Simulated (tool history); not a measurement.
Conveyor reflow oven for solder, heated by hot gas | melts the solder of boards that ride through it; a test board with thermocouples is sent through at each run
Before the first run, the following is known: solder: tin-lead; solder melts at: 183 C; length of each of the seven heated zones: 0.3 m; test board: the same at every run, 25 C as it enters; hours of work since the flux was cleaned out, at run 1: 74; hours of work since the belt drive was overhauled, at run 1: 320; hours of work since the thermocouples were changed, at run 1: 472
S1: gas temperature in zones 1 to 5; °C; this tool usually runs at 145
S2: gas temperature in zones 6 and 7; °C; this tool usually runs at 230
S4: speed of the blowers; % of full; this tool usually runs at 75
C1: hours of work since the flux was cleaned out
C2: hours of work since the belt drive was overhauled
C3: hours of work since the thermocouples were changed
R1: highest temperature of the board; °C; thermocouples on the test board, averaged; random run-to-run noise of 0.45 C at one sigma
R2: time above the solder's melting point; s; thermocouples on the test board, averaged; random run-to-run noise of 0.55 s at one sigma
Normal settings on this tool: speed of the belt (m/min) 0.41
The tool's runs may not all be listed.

{"run": 1, "day": 0.0, "S1": 145, "S2": 230, "speed of the belt (m/min)": 0.41, "S4": 75, "C1": 74, "C2": 320, "C3": 472, "R1": 213.6, "R2": 65}
{"run": 2, "day": 0.312, "S1": 145, "S2": 236, "speed of the belt (m/min)": 0.41, "S4": 75, "C1": 80, "C2": 326, "C3": 478, "R1": 218.6, "R2": 70.4}
{"run": 3, "day": 0.704, "S1": 145, "S2": 236, "speed of the belt (m/min)": 0.41, "S4": 75, "C1": 87, "C2": 333, "C3": 485, "R1": 218.1, "R2": 69.5}
{"run": 4, "day": 1.1, "S1": 145, "S2": 230, "speed of the belt (m/min)": 0.41, "S4": 75, "C1": 94, "C2": 340, "C3": 492, "R1": 212.7, "R2": 64.9}
{"run": 5, "day": 1.5, "S1": 145, "S2": 230, "speed of the belt (m/min)": 0.41, "S4": 75, "C1": 101, "C2": 347, "C3": 499, "R1": 212.5, "R2": 64.1}
{"run": 6, "day": 1.804, "S1": 145, "S2": 230, "speed of the belt (m/min)": 0.41, "S4": 75, "C1": 106, "C2": 352, "C3": 505, "R1": 212.8, "R2": 64.1}
{"run": 7, "day": 2.033, "S1": 145, "S2": 230, "speed of the belt (m/min)": 0.41, "S4": 75, "C1": 111, "C2": 357, "C3": 509, "R1": 212.7, "R2": 65}
{"run": 8, "day": 2.258, "S1": 145, "S2": 230, "speed of the belt (m/min)": 0.41, "S4": 75, "C1": 115, "C2": 361, "C3": 513, "R1": 213.6, "R2": 65.3}
{"run": 9, "day": 2.5, "S1": 145, "S2": 230, "speed of the belt (m/min)": 0.41, "S4": 75, "C1": 119, "C2": 365, "C3": 517, "R1": 212.5, "R2": 65.3}
{"run": 10, "day": 2.829, "S1": 145, "S2": 230, "speed of the belt (m/min)": 0.41, "S4": 75, "C1": 125, "C2": 371, "C3": 523, "R1": 213.1, "R2": 64.9}
{"run": 11, "day": 3.033, "S1": 133, "S2": 230, "speed of the belt (m/min)": 0.41, "S4": 75, "C1": 129, "C2": 375, "C3": 527, "R1": 210.3, "R2": 55.9}
{"run": 12, "day": 3.521, "S1": 145, "S2": 230, "speed of the belt (m/min)": 0.41, "S4": 75, "C1": 137, "C2": 383, "C3": 535, "R1": 211.8, "R2": 64.3}
{"run": 13, "day": 3.838, "S1": 145, "S2": 230, "speed of the belt (m/min)": 0.41, "S4": 75, "C1": 143, "C2": 389, "C3": 541, "R1": 212.4, "R2": 63.5}
{"run": 14, "day": 4.146, "S1": 145, "S2": 230, "speed of the belt (m/min)": 0.41, "S4": 75, "C1": 149, "C2": 395, "C3": 547, "R1": 211.9, "R2": 64.5}
{"run": 15, "day": 4.392, "S1": 143, "S2": 230, "speed of the belt (m/min)": 0.41, "S4": 75, "C1": 153, "C2": 399, "C3": 551, "R1": 212, "R2": 62.2}
{"run": 16, "day": 4.842, "S1": 143, "S2": 230, "speed of the belt (m/min)": 0.41, "S4": 75, "C1": 161, "C2": 407, "C3": 559, "R1": 212.2, "R2": 62.7}
{"run": 17, "day": 5.271, "S1": 149, "S2": 235, "speed of the belt (m/min)": 0.41, "S4": 80, "C1": 169, "C2": 415, "C3": 567, "R1": 217.8, "R2": 72.2}
{"run": 18, "day": 5.667, "S1": 150, "S2": 232, "speed of the belt (m/min)": 0.488, "S4": 73, "C1": 176, "C2": 422, "C3": 574, "R1": 208.9, "R2": 51}
{"run": 19, "day": 6.104, "S1": 145, "S2": 230, "speed of the belt (m/min)": 0.356, "S4": 53, "C1": 184, "C2": 430, "C3": 582, "R1": 212.9, "R2": 74.6}
{"run": 20, "day": 6.396, "S1": 134, "S2": 221, "speed of the belt (m/min)": 0.41, "S4": 75, "C1": 189, "C2": 435, "C3": 587, "R1": 202.7, "R2": 46.7}
{"day": 6.596, "done": "belt drive overhauled, speed set with a stopwatch"}
{"run": 21, "day": 7.054, "S1": 134, "S2": 221, "speed of the belt (m/min)": 0.41, "S4": 75, "C1": 198, "C2": 8, "C3": 596, "R1": 202, "R2": 46.7}
{"run": 22, "day": 7.496, "S1": 150, "S2": 241, "speed of the belt (m/min)": 0.335, "S4": 71, "C1": 206, "C2": 16, "C3": 604, "R1": 228.3, "R2": 97.8}
{"run": 23, "day": 7.842, "S1": 149, "S2": 232, "speed of the belt (m/min)": 0.335, "S4": 71, "C1": 212, "C2": 22, "C3": 610, "R1": 218.8, "R2": 91.3}
{"run": 24, "day": 8.071, "S1": 141, "S2": 231, "speed of the belt (m/min)": 0.478, "S4": 75, "C1": 216, "C2": 27, "C3": 614, "R1": 207.3, "R2": 45.9}
{"run": 25, "day": 8.396, "S1": 132, "S2": 235, "speed of the belt (m/min)": 0.474, "S4": 71, "C1": 222, "C2": 32, "C3": 620, "R1": 207.4, "R2": 43.7}
{"run": 26, "day": 8.658, "S1": 132, "S2": 227, "speed of the belt (m/min)": 0.487, "S4": 71, "C1": 227, "C2": 37, "C3": 625, "R1": 199.9, "R2": 33.7}
{"run": 27, "day": 9.104, "S1": 132, "S2": 232, "speed of the belt (m/min)": 0.428, "S4": 72, "C1": 235, "C2": 45, "C3": 633, "R1": 208.8, "R2": 51.6}
{"day": 9.4, "done": "belt drive overhauled, speed set with a stopwatch, once more"}
{"run": 28, "day": 9.625, "S1": 156, "S2": 242, "speed of the belt (m/min)": 0.342, "S4": 75, "C1": 241, "C2": 4, "C3": 639, "R1": 228.2, "R2": 99.3}
{"run": 29, "day": 9.833, "S1": 156, "S2": 242, "speed of the belt (m/min)": 0.342, "S4": 75, "C1": 245, "C2": 8, "C3": 643, "R1": 228.9, "R2": 98.9}
{"run": 30, "day": 10.079, "S1": 156, "S2": 242, "speed of the belt (m/min)": 0.342, "S4": 75, "C1": 249, "C2": 12, "C3": 648, "R1": 228.6, "R2": 99}
{"run": 31, "day": 10.479, "S1": 142, "S2": 230, "speed of the belt (m/min)": 0.41, "S4": 75, "C1": 257, "C2": 19, "C3": 655, "R1": 210.7, "R2": 60.7}

What if the next run were any one of these 3? Each begins from the tool's condition after run 31:
{"run": "A", "day": 10.962, "S1": 133, "S2": 230, "speed of the belt (m/min)": 0.345, "S4": 83, "C1": 265, "C2": 28, "C3": 663, "R1": "?", "R2": "?"}
{"run": "B", "day": 10.962, "S1": 146, "S2": 228, "speed of the belt (m/min)": 0.41, "S4": 66, "C1": 265, "C2": 28, "C3": 663, "R1": "?", "R2": "?"}
{"run": "C", "day": 10.962, "S1": 131, "S2": 230, "speed of the belt (m/min)": 0.451, "S4": 75, "C1": 265, "C2": 28, "C3": 663, "R1": "?", "R2": "?"}

run=A R1=215 R2=74.2
run=B R1=208.8 R2=58.5
run=C R1=204 R2=43
The same runs, with their run-to-run variation unchanged, on a tool lacking any hidden condition would have given:
run=A R1=218.4 R2=78.5
run=B R1=212.1 R2=63
run=C R1=208.1 R2=48.4

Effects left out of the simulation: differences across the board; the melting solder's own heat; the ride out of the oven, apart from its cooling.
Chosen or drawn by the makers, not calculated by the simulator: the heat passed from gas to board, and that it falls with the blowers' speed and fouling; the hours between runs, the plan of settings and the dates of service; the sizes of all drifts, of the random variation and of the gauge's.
